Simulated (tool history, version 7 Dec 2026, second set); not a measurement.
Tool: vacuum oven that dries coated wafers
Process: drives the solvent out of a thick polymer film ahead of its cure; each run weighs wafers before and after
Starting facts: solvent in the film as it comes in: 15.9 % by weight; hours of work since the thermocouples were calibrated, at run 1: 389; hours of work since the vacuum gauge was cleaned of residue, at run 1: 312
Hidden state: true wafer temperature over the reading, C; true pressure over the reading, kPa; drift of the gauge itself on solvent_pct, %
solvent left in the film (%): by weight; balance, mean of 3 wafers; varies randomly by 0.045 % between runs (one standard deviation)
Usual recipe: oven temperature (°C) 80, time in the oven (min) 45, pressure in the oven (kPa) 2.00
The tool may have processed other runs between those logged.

run	day	oven temperature (°C)	time in the oven (min)	pressure in the oven (kPa)	hours of work since the thermocouples were calibrated	hours of work since the vacuum gauge was cleaned of residue	solvent left in the film (%)
1	0.000	80	45	2.00	389	312	2.12
2	0.867	80	62	2.00	398	322	1.84
3	1.817	80	62	2.00	408	332	1.77
4	2.446	80	62	2.00	414	338	1.77
5	2.929	80	62	2.00	420	343	1.78
6	3.950	80	62	2.00	430	354	1.74
7	4.708	80	62	2.00	438	362	1.79
8	5.212	84	27	1.56	444	367	2.22
9	5.996	79	45	3.19	452	375	3.32
10	6.738	69	23	1.73	460	383	6.56
11	7.462	69	24	1.82	467	391	6.52

Here are 5 independent what-if runs from the current tool condition. What would each one return?
A	8.054	78	22	1.33	473	397	?
B	8.054	74	30	7.77	473	397	?
C	8.054	69	81	2.58	473	397	?
D	8.054	87	65	2.00	473	397	?
E	8.054	69	24	2.05	473	397	?

run	solvent left in the film (%)
A	4.00
B	9.16
C	3.78
D	1.25
E	6.76
With the hidden condition removed and each run's random variation left untouched, the same runs would have given:
run	solvent left in the film (%)
A	3.74
B	8.79
C	3.46
D	1.11
E	6.44
